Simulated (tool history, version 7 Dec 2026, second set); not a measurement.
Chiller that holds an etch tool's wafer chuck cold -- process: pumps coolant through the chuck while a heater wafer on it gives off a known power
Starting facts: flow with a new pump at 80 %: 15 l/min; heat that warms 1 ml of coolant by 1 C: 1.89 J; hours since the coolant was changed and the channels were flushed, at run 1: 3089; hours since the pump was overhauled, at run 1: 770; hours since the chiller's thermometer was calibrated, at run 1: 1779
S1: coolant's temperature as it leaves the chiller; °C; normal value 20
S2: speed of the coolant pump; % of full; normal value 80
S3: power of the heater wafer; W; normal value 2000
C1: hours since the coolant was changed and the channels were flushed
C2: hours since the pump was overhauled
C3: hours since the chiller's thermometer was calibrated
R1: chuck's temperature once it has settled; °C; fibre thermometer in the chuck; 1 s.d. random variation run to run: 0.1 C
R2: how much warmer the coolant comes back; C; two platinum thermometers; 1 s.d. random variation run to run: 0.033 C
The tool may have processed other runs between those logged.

Run 1, day 0.000: usual settings; C1 3089; C2 770; C3 1779. Result: R1 37.8 °C, R2 4.26 C.
Run 2, day 1.429: usual settings; C1 3124; C2 804; C3 1814. Result: R1 38.0 °C, R2 4.32 C.
At day 1.962: coolant changed, channels flushed.
Run 3, day 3.304: usual settings; C1 32; C2 843; C3 1853. Result: R1 36.4 °C, R2 4.29 C.
Run 4, day 5.046: usual settings; C1 74; C2 885; C3 1894. Result: R1 36.3 °C, R2 4.32 C.
Run 5, day 6.042: usual settings; C1 98; C2 909; C3 1918. Result: R1 36.2 °C, R2 4.38 C.
Run 6, day 7.750: usual settings; C1 139; C2 950; C3 1959. Result: R1 36.5 °C, R2 4.31 C.
Run 7, day 8.862: usual settings; C1 166; C2 977; C3 1986. Result: R1 36.4 °C, R2 4.31 C.
Run 8, day 9.817: usual settings; C1 189; C2 1000; C3 2009. Result: R1 36.2 °C, R2 4.31 C.
Run 9, day 11.071: usual settings; C1 219; C2 1030; C3 2039. Result: R1 36.3 °C, R2 4.37 C.
Run 10, day 11.883: usual settings; C1 238; C2 1049; C3 2058. Result: R1 36.5 °C, R2 4.40 C.
Run 11, day 13.454: usual settings but S2 63 % of full; C1 276; C2 1087; C3 2096. Result: R1 39.9 °C, R2 5.50 C.
Run 12, day 14.758: usual settings but S2 63 % of full, S3 1278 W; C1 307; C2 1118; C3 2127. Result: R1 33.0 °C, R2 3.51 C.
Run 13, day 15.875: usual settings but S2 63 % of full, S3 1278 W; C1 334; C2 1145; C3 2154. Result: R1 32.9 °C, R2 3.52 C.
Run 14, day 16.633: usual settings but S1 16 °C; C1 352; C2 1163; C3 2172. Result: R1 32.7 °C, R2 4.46 C.
Run 15, day 18.383: usual settings; C1 394; C2 1205; C3 2214. Result: R1 36.6 °C, R2 4.38 C.
Run 16, day 20.092: usual settings; C1 435; C2 1246; C3 2256. Result: R1 36.6 °C, R2 4.46 C.
Run 17, day 20.904: usual settings but S1 26 °C, S2 69 % of full, S3 2102 W; C1 455; C2 1266; C3 2275. Result: R1 45.7 °C, R2 5.38 C.
Run 18, day 22.671: usual settings but S1 28 °C, S2 79 % of full, S3 2102 W; C1 497; C2 1308; C3 2317. Result: R1 45.8 °C, R2 4.65 C.

Estimate the outcome of run 19 from the log above:
Run 19, day 24.162: usual settings but S1 25 °C, S2 62 % of full, S3 2317 W; C1 533; C2 1344; C3 2353. Result: R1 ?, R2 ?.

R1: 48.8 °C
R2: 6.58 C
With the hidden condition absent and the run-to-run variation left alone, this run would have shown R1 47.1 °C, R2 6.33 C.
